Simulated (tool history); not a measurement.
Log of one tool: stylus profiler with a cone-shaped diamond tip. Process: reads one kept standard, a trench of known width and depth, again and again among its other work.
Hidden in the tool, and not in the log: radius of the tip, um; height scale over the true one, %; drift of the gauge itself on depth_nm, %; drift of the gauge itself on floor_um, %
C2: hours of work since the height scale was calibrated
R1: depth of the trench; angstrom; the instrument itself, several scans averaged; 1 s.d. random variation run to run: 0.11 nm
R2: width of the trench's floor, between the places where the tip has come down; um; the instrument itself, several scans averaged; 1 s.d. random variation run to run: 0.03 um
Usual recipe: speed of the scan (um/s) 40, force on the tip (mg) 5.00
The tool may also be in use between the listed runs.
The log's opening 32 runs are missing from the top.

run 33 hour=2545.4 | speed_of_the_scan_(um/s)=12 force_on_the_tip_(mg)=2.96 | scans_with_this_tip=2765 C2=186 | R1=2018.0 R2=17.99
run 34 hour=2641.8 | speed_of_the_scan_(um/s)=45 force_on_the_tip_(mg)=13.18 | scans_with_this_tip=3547 C2=239 | R1=2051.5 R2=17.92
run 35 hour=2726.9 | speed_of_the_scan_(um/s)=45 force_on_the_tip_(mg)=13.18 | scans_with_this_tip=4238 C2=285 | R1=2049.8 R2=17.92
run 36 hour=2783.6 | speed_of_the_scan_(um/s)=45 force_on_the_tip_(mg)=13.18 | scans_with_this_tip=4699 C2=316 | R1=2051.9 R2=17.88
run 37 hour=2855.4 | speed_of_the_scan_(um/s)=11 force_on_the_tip_(mg)=4.72 | scans_with_this_tip=5282 C2=356 | R1=2026.0 R2=18.00
run 38 hour=2927.4 | speed_of_the_scan_(um/s)=40 force_on_the_tip_(mg)=3.33 | scans_with_this_tip=5866 C2=395 | R1=2020.9 R2=17.80
run 39 hour=2997.9 | speed_of_the_scan_(um/s)=135 force_on_the_tip_(mg)=2.30 | scans_with_this_tip=6439 C2=434 | R1=2014.5 R2=17.32
run 40 hour=3078.7 | speed_of_the_scan_(um/s)=135 force_on_the_tip_(mg)=2.30 | scans_with_this_tip=7095 C2=478 | R1=2015.6 R2=17.29
run 41 hour=3132.6 | speed_of_the_scan_(um/s)=135 force_on_the_tip_(mg)=7.22 | scans_with_this_tip=7533 C2=507 | R1=2036.0 R2=17.66
run 42 hour=3194.1 | speed_of_the_scan_(um/s)=135 force_on_the_tip_(mg)=7.22 | scans_with_this_tip=8032 C2=541 | R1=2034.2 R2=17.60
run 43 hour=3249.5 | speed_of_the_scan_(um/s)=12 force_on_the_tip_(mg)=4.32 | scans_with_this_tip=8482 C2=571 | R1=2025.0 R2=18.00
run 44 hour=3297.2 | speed_of_the_scan_(um/s)=12 force_on_the_tip_(mg)=4.32 | scans_with_this_tip=8869 C2=597 | R1=2023.5 R2=18.00

Each row is a separate what-if for the run after 44, all from the same tool condition, not one after another. Results?
run A hour=3379.5 | speed_of_the_scan_(um/s)=12 force_on_the_tip_(mg)=6.31 | scans_with_this_tip=9538 C2=642 | R1=? R2=?
run B hour=3379.5 | speed_of_the_scan_(um/s)=60 force_on_the_tip_(mg)=12.10 | scans_with_this_tip=9538 C2=642 | R1=? R2=?
run C hour=3379.5 | speed_of_the_scan_(um/s)=27 force_on_the_tip_(mg)=3.25 | scans_with_this_tip=9538 C2=642 | R1=? R2=?
run D hour=3379.5 | speed_of_the_scan_(um/s)=40 force_on_the_tip_(mg)=9.23 | scans_with_this_tip=9538 C2=642 | R1=? R2=?
run E hour=3379.5 | speed_of_the_scan_(um/s)=38 force_on_the_tip_(mg)=11.02 | scans_with_this_tip=9538 C2=642 | R1=? R2=?

run=A R1=2028.8 R2=17.98
run=B R1=2047.7 R2=17.85
run=C R1=2020.8 R2=17.88
run=D R1=2039.2 R2=17.92
run=E R1=2046.2 R2=17.94
Without the tool's hidden state the same runs would have given:
run=A R1=2028.8 R2=17.98
run=B R1=2047.7 R2=17.85
run=C R1=2020.8 R2=17.89
run=D R1=2039.2 R2=17.93
run=E R1=2046.2 R2=17.94
